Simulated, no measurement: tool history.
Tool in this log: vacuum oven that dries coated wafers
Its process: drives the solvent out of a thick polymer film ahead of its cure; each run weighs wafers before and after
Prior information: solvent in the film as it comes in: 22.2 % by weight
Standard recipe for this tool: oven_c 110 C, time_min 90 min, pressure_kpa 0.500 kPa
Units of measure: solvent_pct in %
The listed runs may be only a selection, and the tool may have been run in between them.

run   hour  oven_c  time_min  pressure_kpa  solvent_pct
  1    0.0     110        90         0.500         4.06
  2   40.1     110        90         0.500         3.99
  3   73.2     110        90         0.500         4.10
  4   98.4     110        90         0.516         4.05
  5  127.8     110        90         0.564         4.15
  6  154.9     110        90         0.500         4.01
  7  182.1     110       151         0.500         1.73
  8  218.8     104        90         0.500         6.13
  9  258.2     110        90         0.500         4.10
 10  274.9     110        90         0.500         4.04
 11  315.5     111        50         0.500         7.30
 12  353.7     111        50         0.500         7.46
 13  389.0     102        90         1.993         8.06
 14  411.3     102       147         0.390         3.76
 15  428.3     109        90         0.500         4.31
 16  453.7     114       100         1.659         3.12
     461.6  -- oven's thermocouples calibrated
 17  487.3     120        63         1.081         3.36
 18  506.8     120        63         1.081         3.35

Branching from run 18: 3 alternative next runs. What would each branch give?
  A  533.3     120        63         1.545            ?
  B  533.3     105       121         0.686            ?
  C  533.3     106       104         1.153            ?

run  solvent_pct
  A         3.70
  B         4.19
  C         5.03
Take away the tool's hidden state, keep each run's random variation, and the runs would have read:
run  solvent_pct
  A         3.68
  B         4.16
  C         5.00
